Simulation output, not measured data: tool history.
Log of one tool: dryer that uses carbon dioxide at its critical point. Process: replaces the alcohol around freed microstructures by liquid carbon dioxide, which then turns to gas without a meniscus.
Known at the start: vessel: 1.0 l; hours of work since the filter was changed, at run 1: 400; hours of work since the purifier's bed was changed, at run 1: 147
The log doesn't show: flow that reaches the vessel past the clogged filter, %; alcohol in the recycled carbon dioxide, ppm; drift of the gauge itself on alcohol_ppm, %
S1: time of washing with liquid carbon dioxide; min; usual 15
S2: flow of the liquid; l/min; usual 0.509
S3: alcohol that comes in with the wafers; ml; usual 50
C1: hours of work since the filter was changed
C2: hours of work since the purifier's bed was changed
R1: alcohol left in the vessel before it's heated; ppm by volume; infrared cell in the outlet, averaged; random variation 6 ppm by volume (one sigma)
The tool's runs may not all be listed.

run,hour,S1,S2,S3,C1,C2,R1
1,0,15,0.509,50,400,147,414
# hour 8.7: inlet filter changed
2,9,15,0.509,50,0,153,225
3,20.8,15,0.509,50,9,162,226
4,27.9,15,0.509,50,14,167,246
5,36.3,15,0.509,57,21,173,270
6,49.5,22,0.509,57,30,183,42
7,60.2,22,0.509,57,38,191,33
8,70.3,22,0.509,57,46,199,35
9,79.9,13,0.509,57,53,206,558
10,91.6,19,0.462,26,62,214,69
11,104,19,0.462,26,71,224,61
12,112.6,11,0.611,50,78,230,455
13,120.8,15,0.547,54,84,236,199

Forecast each of these 3 alternatives for the next run:
A,126.5,15,0.547,45,88,241,?
B,126.5,9,0.647,25,88,241,?
C,126.5,15,0.509,21,88,241,?

run,R1
A,170
B,435
C,133
Without the tool's hidden state the same runs would have given:
run,R1
A,134
B,379
C,103

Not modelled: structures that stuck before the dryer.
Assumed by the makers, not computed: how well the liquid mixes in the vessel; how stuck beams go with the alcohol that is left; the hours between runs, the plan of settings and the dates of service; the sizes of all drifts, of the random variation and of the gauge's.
